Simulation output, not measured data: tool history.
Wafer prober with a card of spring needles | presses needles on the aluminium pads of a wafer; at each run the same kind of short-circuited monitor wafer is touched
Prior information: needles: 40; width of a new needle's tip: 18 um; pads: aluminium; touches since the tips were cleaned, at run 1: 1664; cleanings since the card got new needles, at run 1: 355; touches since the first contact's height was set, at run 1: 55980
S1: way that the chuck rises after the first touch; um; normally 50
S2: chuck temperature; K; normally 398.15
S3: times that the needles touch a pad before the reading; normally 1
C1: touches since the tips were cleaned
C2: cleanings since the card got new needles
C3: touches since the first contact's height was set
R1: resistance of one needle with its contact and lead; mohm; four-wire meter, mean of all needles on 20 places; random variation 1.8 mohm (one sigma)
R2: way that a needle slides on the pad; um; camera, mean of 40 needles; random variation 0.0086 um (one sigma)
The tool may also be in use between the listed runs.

run	hour	S1	S2	S3	C1	C2	C3	R1	R2
1	0	50	398.15	1	1664	355	55980	754	6.775
# hour 4.1: tips cleaned on abrasive film
# hour 10.9: tips cleaned on abrasive film
# hour 17.8: tips cleaned on abrasive film
# hour 24.6: tips cleaned on abrasive film
# hour 24.9: height of the first contact set anew
# hour 31.7: tips cleaned on abrasive film
# hour 37.2: tips cleaned on abrasive film
# hour 44: tips cleaned on abrasive film
# hour 50.8: tips cleaned on abrasive film
# hour 57.6: tips cleaned on abrasive film
# hour 64.4: tips cleaned on abrasive film
2	65.4	50	398.15	2	680	365	26086	403	6.873
# hour 70.9: tips cleaned on abrasive film
# hour 77.7: tips cleaned on abrasive film
# hour 84.5: tips cleaned on abrasive film
# hour 90: tips cleaned on abrasive film
# hour 95.5: tips cleaned on abrasive film
# hour 102.3: tips cleaned on abrasive film
# hour 107.8: tips cleaned on abrasive film
# hour 114.6: tips cleaned on abrasive film
# hour 120.1: tips cleaned on abrasive film
# hour 126.9: tips cleaned on abrasive film
# hour 133.7: tips cleaned on abrasive film
3	133.8	50	398.15	2	102	376	69991	326	6.748
# hour 136.8: height of the first contact set anew
# hour 139.6: tips cleaned on abrasive film
# hour 146.4: tips cleaned on abrasive film
# hour 153.2: tips cleaned on abrasive film
# hour 160: tips cleaned on abrasive film
# hour 166.9: tips cleaned on abrasive film
# hour 172.3: tips cleaned on abrasive film
# hour 179.1: tips cleaned on abrasive film
# hour 184.6: tips cleaned on abrasive film
# hour 191.4: tips cleaned on abrasive film
# hour 196.9: tips cleaned on abrasive film
# hour 203.7: tips cleaned on abrasive film
4	208.8	50	398.15	2	3323	387	46249	823	6.801
# hour 210.2: tips cleaned on abrasive film
# hour 217.1: tips cleaned on abrasive film
# hour 223.9: tips cleaned on abrasive film
# hour 229.3: tips cleaned on abrasive film
# hour 236.1: tips cleaned on abrasive film
# hour 243: tips cleaned on abrasive film
5	246	50	398.15	2	1962	393	70113	634	6.74
# hour 248.8: tips cleaned on abrasive film
# hour 249.1: height of the first contact set anew
# hour 255.9: tips cleaned on abrasive film
# hour 261.3: tips cleaned on abrasive film
# hour 268.2: tips cleaned on abrasive film
# hour 275: tips cleaned on abrasive film
# hour 281.8: tips cleaned on abrasive film
# hour 288.6: tips cleaned on abrasive film
# hour 300.6: card fitted with new needles
# hour 307.4: tips cleaned on abrasive film
# hour 314.2: tips cleaned on abrasive film
# hour 321: tips cleaned on abrasive film
6	325.7	50	398.15	2	3019	3	16160	406	6.894
# hour 327.1: tips cleaned on abrasive film
# hour 332.6: tips cleaned on abrasive film
# hour 339.4: tips cleaned on abrasive film
# hour 346.2: tips cleaned on abrasive film
# hour 353: tips cleaned on abrasive film
# hour 359.8: tips cleaned on abrasive film
# hour 366.6: tips cleaned on abrasive film
# hour 373.4: tips cleaned on abrasive film
7	375.2	60	398.15	1	1139	11	47961	323	8.19
# hour 379.3: tips cleaned on abrasive film
# hour 384.8: tips cleaned on abrasive film
# hour 391.6: tips cleaned on abrasive film
# hour 397.1: tips cleaned on abrasive film
# hour 403.9: tips cleaned on abrasive film
# hour 409.4: tips cleaned on abrasive film
# hour 412.3: height of the first contact set anew
# hour 416.5: tips cleaned on abrasive film
# hour 423.3: tips cleaned on abrasive film
# hour 430.1: tips cleaned on abrasive film
# hour 435.6: tips cleaned on abrasive film
8	438.7	60	331.15	1	2046	21	16939	383	8.272
# hour 441.5: tips cleaned on abrasive film
# hour 448.3: tips cleaned on abrasive film
# hour 455.1: tips cleaned on abrasive film
# hour 461.9: tips cleaned on abrasive film
# hour 468.7: tips cleaned on abrasive film
# hour 474.8: tips cleaned on abrasive film
9	474.8	60	331.15	1	0	27	40070	204	8.201
# hour 481.6: tips cleaned on abrasive film
# hour 487: tips cleaned on abrasive film
# hour 493.9: tips cleaned on abrasive film
# hour 499.3: tips cleaned on abrasive film
# hour 506.1: tips cleaned on abrasive film
# hour 512.9: tips cleaned on abrasive film
# hour 519.8: tips cleaned on abrasive film
# hour 524.1: height of the first contact set anew
# hour 526.9: tips cleaned on abrasive film
10	526.9	60	372.15	1	10	35	1762	209	8.307
# hour 532.4: tips cleaned on abrasive film
# hour 539.2: tips cleaned on abrasive film
# hour 544.7: tips cleaned on abrasive film
# hour 551.5: tips cleaned on abrasive film
# hour 558.3: tips cleaned on abrasive film
# hour 565.1: tips cleaned on abrasive film
# hour 571.9: tips cleaned on abrasive film
# hour 578.7: tips cleaned on abrasive film
# hour 585.6: tips cleaned on abrasive film
11	588.2	60	303.15	2	1755	44	41205	308	8.195
# hour 592.3: tips cleaned on abrasive film
# hour 599.1: tips cleaned on abrasive film
# hour 606: tips cleaned on abrasive film
# hour 611.4: tips cleaned on abrasive film
# hour 618.2: tips cleaned on abrasive film
# hour 625.1: tips cleaned on abrasive film
# hour 631.9: tips cleaned on abrasive film
# hour 636.2: height of the first contact set anew
# hour 639: tips cleaned on abrasive film
12	643.5	60	303.15	2	2971	52	4723	355	8.298
# hour 645: tips cleaned on abrasive film
# hour 651.8: tips cleaned on abrasive film
# hour 658.6: tips cleaned on abrasive film
# hour 665.4: tips cleaned on abrasive film
# hour 672.2: tips cleaned on abrasive film
# hour 677.7: tips cleaned on abrasive film
# hour 684.5: tips cleaned on abrasive film
# hour 691.3: tips cleaned on abrasive film
# hour 696.8: tips cleaned on abrasive film
# hour 703.6: tips cleaned on abrasive film
13	706.1	35	311.15	1	1633	62	44903	892	4.732
# hour 710.2: tips cleaned on abrasive film
# hour 715.7: tips cleaned on abrasive film
# hour 722.5: tips cleaned on abrasive film
# hour 729.3: tips cleaned on abrasive film
# hour 736.2: tips cleaned on abrasive film
# hour 743: tips cleaned on abrasive film
14	743.9	44	302.15	2	604	68	69161	310	5.927
# hour 748.2: height of the first contact set anew
# hour 749.7: tips cleaned on abrasive film
# hour 756.5: tips cleaned on abrasive film
# hour 761.9: tips cleaned on abrasive film
# hour 768.8: tips cleaned on abrasive film
# hour 775.6: tips cleaned on abrasive film
15	779.1	50	321.15	2	2269	73	19791	437	6.861
# hour 781.8: tips cleaned on abrasive film
# hour 788.6: tips cleaned on abrasive film
# hour 795.5: tips cleaned on abrasive film
# hour 802.3: tips cleaned on abrasive film
# hour 809.1: tips cleaned on abrasive film
# hour 815.9: tips cleaned on abrasive film
16	817.1	50	342.15	2	814	79	44258	335	6.792
# hour 822.6: tips cleaned on abrasive film
# hour 829.4: tips cleaned on abrasive film
# hour 836.2: tips cleaned on abrasive film
# hour 843.1: tips cleaned on abrasive film
# hour 849.9: tips cleaned on abrasive film
# hour 856.7: tips cleaned on abrasive film
# hour 859.7: height of the first contact set anew
# hour 863.8: tips cleaned on abrasive film
# hour 869.3: tips cleaned on abrasive film
17	872.5	50	342.15	2	2090	87	8223	426	6.91
# hour 875.3: tips cleaned on abrasive film
# hour 880.7: tips cleaned on abrasive film
# hour 887.5: tips cleaned on abrasive film
# hour 894.4: tips cleaned on abrasive film
# hour 901.2: tips cleaned on abrasive film
# hour 908: tips cleaned on abrasive film
# hour 914.8: tips cleaned on abrasive film
18	918.4	50	342.15	2	2362	94	37743	443	6.83

Below are 4 alternative next runs, each starting from the tool's condition after run 18. Predict each:
# hour 921.2: tips cleaned on abrasive film
# hour 926.7: tips cleaned on abrasive film
# hour 933.5: tips cleaned on abrasive film
# hour 940.3: tips cleaned on abrasive film
# hour 945.8: tips cleaned on abrasive film
A	950	41	394.15	2	2731	99	57996	?	?
# hour 921.2: tips cleaned on abrasive film
# hour 926.7: tips cleaned on abrasive film
# hour 933.5: tips cleaned on abrasive film
# hour 940.3: tips cleaned on abrasive film
# hour 945.8: tips cleaned on abrasive film
B	950	38	342.15	2	2731	99	57996	?	?
# hour 921.2: tips cleaned on abrasive film
# hour 926.7: tips cleaned on abrasive film
# hour 933.5: tips cleaned on abrasive film
# hour 940.3: tips cleaned on abrasive film
# hour 945.8: tips cleaned on abrasive film
C	950	39	398.15	2	2731	99	57996	?	?
# hour 921.2: tips cleaned on abrasive film
# hour 926.7: tips cleaned on abrasive film
# hour 933.5: tips cleaned on abrasive film
# hour 940.3: tips cleaned on abrasive film
# hour 945.8: tips cleaned on abrasive film
D	950	32	354.15	2	2731	99	57996	?	?

run	R1	R2
A	601	5.52
B	683	5.133
C	644	5.26
D	896	4.283
Stripped of hidden state, with their random variation kept, the same runs would have yielded:
run	R1	R2
A	208	5.664
B	194	5.277
C	212	5.405
D	214	4.428
